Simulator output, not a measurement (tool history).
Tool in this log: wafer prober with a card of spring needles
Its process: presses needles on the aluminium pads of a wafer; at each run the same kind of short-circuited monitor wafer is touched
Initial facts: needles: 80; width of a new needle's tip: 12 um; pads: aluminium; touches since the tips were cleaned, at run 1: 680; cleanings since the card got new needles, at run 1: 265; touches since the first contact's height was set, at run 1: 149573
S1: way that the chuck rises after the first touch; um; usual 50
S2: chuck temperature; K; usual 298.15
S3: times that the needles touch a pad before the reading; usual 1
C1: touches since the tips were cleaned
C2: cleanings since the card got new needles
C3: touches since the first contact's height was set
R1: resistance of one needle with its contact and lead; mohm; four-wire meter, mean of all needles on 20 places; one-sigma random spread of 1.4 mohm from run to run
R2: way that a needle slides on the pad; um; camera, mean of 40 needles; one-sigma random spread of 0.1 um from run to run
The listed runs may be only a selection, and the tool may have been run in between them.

{"run": 1, "hour": 0.0, "S1": 50, "S2": 298.15, "S3": 1, "C1": 680, "C2": 265, "C3": 149573, "R1": 153, "R2": 11.5}
{"hour": 4.4, "done": "tips cleaned on abrasive film"}
{"hour": 10.2, "done": "tips cleaned on abrasive film"}
{"hour": 16.1, "done": "tips cleaned on abrasive film"}
{"hour": 21.9, "done": "tips cleaned on abrasive film"}
{"run": 2, "hour": 26.4, "S1": 50, "S2": 298.15, "S3": 1, "C1": 1564, "C2": 269, "C3": 158707, "R1": 165, "R2": 11.6}
{"hour": 27.9, "done": "tips cleaned on abrasive film"}
{"hour": 33.8, "done": "tips cleaned on abrasive film"}
{"hour": 41.0, "done": "tips cleaned on abrasive film"}
{"hour": 48.3, "done": "tips cleaned on abrasive film"}
{"hour": 55.6, "done": "tips cleaned on abrasive film"}
{"hour": 62.9, "done": "tips cleaned on abrasive film"}
{"hour": 70.2, "done": "tips cleaned on abrasive film"}
{"run": 3, "hour": 71.4, "S1": 50, "S2": 298.15, "S3": 1, "C1": 451, "C2": 276, "C3": 174298, "R1": 150, "R2": 11.29}
{"hour": 77.3, "done": "tips cleaned on abrasive film"}
{"hour": 83.1, "done": "tips cleaned on abrasive film"}
{"hour": 90.4, "done": "tips cleaned on abrasive film"}
{"hour": 97.7, "done": "tips cleaned on abrasive film"}
{"run": 4, "hour": 100.0, "S1": 50, "S2": 298.15, "S3": 1, "C1": 817, "C2": 280, "C3": 184200, "R1": 154, "R2": 11.17}
{"hour": 104.4, "done": "tips cleaned on abrasive film"}
{"hour": 110.3, "done": "tips cleaned on abrasive film"}
{"hour": 117.5, "done": "tips cleaned on abrasive film"}
{"hour": 123.4, "done": "tips cleaned on abrasive film"}
{"run": 5, "hour": 126.2, "S1": 50, "S2": 302.15, "S3": 1, "C1": 974, "C2": 284, "C3": 193250, "R1": 156, "R2": 11.3}
{"hour": 130.6, "done": "tips cleaned on abrasive film"}
{"hour": 136.4, "done": "tips cleaned on abrasive film"}
{"hour": 143.7, "done": "tips cleaned on abrasive film"}
{"hour": 151.0, "done": "tips cleaned on abrasive film"}
{"run": 6, "hour": 155.5, "S1": 50, "S2": 302.15, "S3": 1, "C1": 1588, "C2": 288, "C3": 203418, "R1": 173, "R2": 10.93}
{"hour": 157.0, "done": "tips cleaned on abrasive film"}
{"hour": 162.9, "done": "tips cleaned on abrasive film"}
{"hour": 168.7, "done": "tips cleaned on abrasive film"}
{"hour": 176.0, "done": "tips cleaned on abrasive film"}
{"hour": 183.3, "done": "tips cleaned on abrasive film"}
{"hour": 189.1, "done": "tips cleaned on abrasive film"}
{"hour": 194.9, "done": "tips cleaned on abrasive film"}
{"run": 7, "hour": 195.6, "S1": 50, "S2": 302.15, "S3": 1, "C1": 229, "C2": 295, "C3": 217270, "R1": 142, "R2": 10.81}
{"hour": 200.2, "done": "height of the first contact set anew"}
{"hour": 201.7, "done": "tips cleaned on abrasive film"}
{"hour": 207.6, "done": "tips cleaned on abrasive film"}
{"hour": 213.4, "done": "tips cleaned on abrasive film"}
{"hour": 220.7, "done": "tips cleaned on abrasive film"}
{"hour": 226.6, "done": "tips cleaned on abrasive film"}
{"hour": 233.8, "done": "tips cleaned on abrasive film"}
{"run": 8, "hour": 234.1, "S1": 50, "S2": 302.15, "S3": 1, "C1": 82, "C2": 301, "C3": 11691, "R1": 137, "R2": 12.69}
{"hour": 239.9, "done": "tips cleaned on abrasive film"}
{"hour": 245.8, "done": "tips cleaned on abrasive film"}
{"hour": 251.6, "done": "tips cleaned on abrasive film"}
{"hour": 257.4, "done": "tips cleaned on abrasive film"}
{"hour": 263.3, "done": "tips cleaned on abrasive film"}
{"hour": 269.1, "done": "tips cleaned on abrasive film"}
{"run": 9, "hour": 273.4, "S1": 50, "S2": 302.15, "S3": 1, "C1": 1501, "C2": 307, "C3": 25307, "R1": 164, "R2": 12.38}
{"hour": 276.4, "done": "tips cleaned on abrasive film"}
{"hour": 282.2, "done": "tips cleaned on abrasive film"}
{"hour": 288.1, "done": "tips cleaned on abrasive film"}
{"hour": 295.3, "done": "tips cleaned on abrasive film"}
{"run": 10, "hour": 296.5, "S1": 50, "S2": 302.15, "S3": 1, "C1": 398, "C2": 311, "C3": 33275, "R1": 142, "R2": 12.43}
{"hour": 302.3, "done": "tips cleaned on abrasive film"}
{"hour": 309.6, "done": "tips cleaned on abrasive film"}
{"hour": 315.4, "done": "tips cleaned on abrasive film"}
{"hour": 321.3, "done": "tips cleaned on abrasive film"}
{"hour": 327.1, "done": "tips cleaned on abrasive film"}
{"run": 11, "hour": 327.7, "S1": 50, "S2": 302.15, "S3": 1, "C1": 190, "C2": 316, "C3": 44064, "R1": 141, "R2": 12.15}
{"hour": 333.5, "done": "tips cleaned on abrasive film"}
{"hour": 339.4, "done": "tips cleaned on abrasive film"}
{"hour": 345.2, "done": "tips cleaned on abrasive film"}
{"hour": 351.1, "done": "tips cleaned on abrasive film"}
{"run": 12, "hour": 352.0, "S1": 50, "S2": 298.15, "S3": 1, "C1": 343, "C2": 320, "C3": 52485, "R1": 146, "R2": 12.27}
{"hour": 357.9, "done": "tips cleaned on abrasive film"}
{"hour": 365.2, "done": "tips cleaned on abrasive film"}
{"hour": 372.4, "done": "tips cleaned on abrasive film"}
{"hour": 379.7, "done": "tips cleaned on abrasive film"}
{"hour": 387.0, "done": "tips cleaned on abrasive film"}
{"hour": 392.8, "done": "tips cleaned on abrasive film"}
{"run": 13, "hour": 396.5, "S1": 57, "S2": 298.15, "S3": 2, "C1": 1288, "C2": 326, "C3": 67905, "R1": 148, "R2": 14.09}
{"hour": 399.5, "done": "tips cleaned on abrasive film"}
{"hour": 405.3, "done": "tips cleaned on abrasive film"}
{"hour": 411.2, "done": "tips cleaned on abrasive film"}
{"hour": 417.0, "done": "tips cleaned on abrasive film"}
{"hour": 422.8, "done": "tips cleaned on abrasive film"}
{"run": 14, "hour": 427.2, "S1": 57, "S2": 298.15, "S3": 2, "C1": 1539, "C2": 331, "C3": 78529, "R1": 147, "R2": 13.89}
{"hour": 428.8, "done": "tips cleaned on abrasive film"}
{"hour": 434.6, "done": "tips cleaned on abrasive film"}
{"hour": 440.5, "done": "tips cleaned on abrasive film"}
{"hour": 446.3, "done": "tips cleaned on abrasive film"}
{"hour": 452.2, "done": "tips cleaned on abrasive film"}
{"hour": 459.4, "done": "tips cleaned on abrasive film"}
{"hour": 465.3, "done": "tips cleaned on abrasive film"}
{"hour": 472.4, "done": "tips cleaned on abrasive film"}
{"run": 15, "hour": 472.4, "S1": 38, "S2": 338.15, "S3": 1, "C1": 0, "C2": 339, "C3": 94144, "R1": 155, "R2": 8.79}
{"hour": 479.7, "done": "tips cleaned on abrasive film"}
{"hour": 485.6, "done": "tips cleaned on abrasive film"}
{"hour": 491.4, "done": "tips cleaned on abrasive film"}
{"run": 16, "hour": 495.4, "S1": 43, "S2": 298.15, "S3": 1, "C1": 1395, "C2": 342, "C3": 102100, "R1": 184, "R2": 10.2}
{"hour": 498.4, "done": "tips cleaned on abrasive film"}
{"hour": 504.2, "done": "tips cleaned on abrasive film"}
{"hour": 511.5, "done": "tips cleaned on abrasive film"}
{"hour": 517.3, "done": "tips cleaned on abrasive film"}
{"hour": 524.6, "done": "tips cleaned on abrasive film"}
{"hour": 530.4, "done": "tips cleaned on abrasive film"}
{"hour": 536.3, "done": "tips cleaned on abrasive film"}
{"run": 17, "hour": 539.3, "S1": 48, "S2": 301.15, "S3": 1, "C1": 1043, "C2": 349, "C3": 117276, "R1": 167, "R2": 11.2}
{"hour": 542.2, "done": "tips cleaned on abrasive film"}
{"hour": 548.1, "done": "tips cleaned on abrasive film"}
{"hour": 555.3, "done": "tips cleaned on abrasive film"}
{"hour": 562.6, "done": "tips cleaned on abrasive film"}
{"hour": 568.5, "done": "tips cleaned on abrasive film"}
{"run": 18, "hour": 570.5, "S1": 48, "S2": 324.15, "S3": 1, "C1": 721, "C2": 354, "C3": 128087, "R1": 165, "R2": 11.07}
{"hour": 574.9, "done": "tips cleaned on abrasive film"}
{"hour": 582.2, "done": "tips cleaned on abrasive film"}
{"hour": 588.1, "done": "tips cleaned on abrasive film"}
{"hour": 595.3, "done": "tips cleaned on abrasive film"}
{"hour": 601.2, "done": "tips cleaned on abrasive film"}
{"hour": 607.0, "done": "tips cleaned on abrasive film"}
{"hour": 612.9, "done": "tips cleaned on abrasive film"}
{"run": 19, "hour": 614.2, "S1": 50, "S2": 298.15, "S3": 2, "C1": 463, "C2": 361, "C3": 143189, "R1": 147, "R2": 11.58}
{"hour": 620.0, "done": "tips cleaned on abrasive film"}
{"hour": 625.9, "done": "tips cleaned on abrasive film"}
{"hour": 631.7, "done": "tips cleaned on abrasive film"}
{"hour": 637.6, "done": "tips cleaned on abrasive film"}
{"hour": 643.4, "done": "tips cleaned on abrasive film"}
{"hour": 650.7, "done": "tips cleaned on abrasive film"}
{"hour": 656.5, "done": "tips cleaned on abrasive film"}
{"run": 20, "hour": 656.6, "S1": 70, "S2": 305.15, "S3": 1, "C1": 23, "C2": 368, "C3": 157849, "R1": 134, "R2": 16.44}
{"hour": 662.5, "done": "tips cleaned on abrasive film"}
{"hour": 668.3, "done": "tips cleaned on abrasive film"}
{"hour": 674.1, "done": "tips cleaned on abrasive film"}
{"hour": 681.4, "done": "tips cleaned on abrasive film"}
{"hour": 688.7, "done": "tips cleaned on abrasive film"}
{"hour": 696.0, "done": "tips cleaned on abrasive film"}
{"run": 21, "hour": 698.4, "S1": 31, "S2": 305.15, "S3": 3, "C1": 849, "C2": 374, "C3": 172335, "R1": 183, "R2": 6.37}
{"hour": 702.8, "done": "tips cleaned on abrasive film"}
{"hour": 708.7, "done": "tips cleaned on abrasive film"}
{"hour": 715.9, "done": "tips cleaned on abrasive film"}
{"hour": 721.8, "done": "tips cleaned on abrasive film"}
{"hour": 727.6, "done": "tips cleaned on abrasive film"}
{"hour": 734.9, "done": "tips cleaned on abrasive film"}
{"hour": 740.7, "done": "tips cleaned on abrasive film"}
{"run": 22, "hour": 741.2, "S1": 31, "S2": 305.15, "S3": 3, "C1": 174, "C2": 381, "C3": 187145, "R1": 163, "R2": 6.32}
{"hour": 747.1, "done": "tips cleaned on abrasive film"}
{"hour": 752.9, "done": "tips cleaned on abrasive film"}
{"hour": 758.8, "done": "tips cleaned on abrasive film"}
{"hour": 766.1, "done": "tips cleaned on abrasive film"}
{"hour": 771.9, "done": "tips cleaned on abrasive film"}
{"hour": 777.7, "done": "tips cleaned on abrasive film"}
{"run": 23, "hour": 778.6, "S1": 58, "S2": 318.15, "S3": 3, "C1": 290, "C2": 387, "C3": 200054, "R1": 142, "R2": 13.04}

Each row is a separate what-if for the run after 23, all from the same tool condition, not one after another. Results?
{"hour": 784.4, "done": "tips cleaned on abrasive film"}
{"hour": 791.7, "done": "tips cleaned on abrasive film"}
{"hour": 797.5, "done": "tips cleaned on abrasive film"}
{"hour": 803.4, "done": "tips cleaned on abrasive film"}
{"hour": 815.4, "done": "card fitted with new needles"}
{"hour": 821.2, "done": "tips cleaned on abrasive film"}
{"hour": 827.1, "done": "tips cleaned on abrasive film"}
{"run": "A", "hour": 829.9, "S1": 50, "S2": 319.15, "S3": 1, "C1": 994, "C2": 2, "C3": 5032, "R1": "?", "R2": "?"}
{"hour": 784.4, "done": "tips cleaned on abrasive film"}
{"hour": 791.7, "done": "tips cleaned on abrasive film"}
{"hour": 797.5, "done": "tips cleaned on abrasive film"}
{"hour": 803.4, "done": "tips cleaned on abrasive film"}
{"hour": 815.4, "done": "card fitted with new needles"}
{"hour": 821.2, "done": "tips cleaned on abrasive film"}
{"hour": 827.1, "done": "tips cleaned on abrasive film"}
{"run": "B", "hour": 829.9, "S1": 50, "S2": 328.15, "S3": 1, "C1": 994, "C2": 2, "C3": 5032, "R1": "?", "R2": "?"}
{"hour": 784.4, "done": "tips cleaned on abrasive film"}
{"hour": 791.7, "done": "tips cleaned on abrasive film"}
{"hour": 797.5, "done": "tips cleaned on abrasive film"}
{"hour": 803.4, "done": "tips cleaned on abrasive film"}
{"hour": 815.4, "done": "card fitted with new needles"}
{"hour": 821.2, "done": "tips cleaned on abrasive film"}
{"hour": 827.1, "done": "tips cleaned on abrasive film"}
{"run": "C", "hour": 829.9, "S1": 46, "S2": 351.15, "S3": 2, "C1": 994, "C2": 2, "C3": 5032, "R1": "?", "R2": "?"}
{"hour": 784.4, "done": "tips cleaned on abrasive film"}
{"hour": 791.7, "done": "tips cleaned on abrasive film"}
{"hour": 797.5, "done": "tips cleaned on abrasive film"}
{"hour": 803.4, "done": "tips cleaned on abrasive film"}
{"hour": 815.4, "done": "card fitted with new needles"}
{"hour": 821.2, "done": "tips cleaned on abrasive film"}
{"hour": 827.1, "done": "tips cleaned on abrasive film"}
{"run": "D", "hour": 829.9, "S1": 54, "S2": 298.15, "S3": 1, "C1": 994, "C2": 2, "C3": 5032, "R1": "?", "R2": "?"}

run=A R1=142 R2=12.69
run=B R1=141 R2=12.78
run=C R1=141 R2=11.51
run=D R1=135 R2=13.53
Take away the tool's hidden state, keep each run's random variation, and the runs would have read:
run=A R1=131 R2=12.72
run=B R1=130 R2=12.81
run=C R1=134 R2=11.54
run=D R1=125 R2=13.56
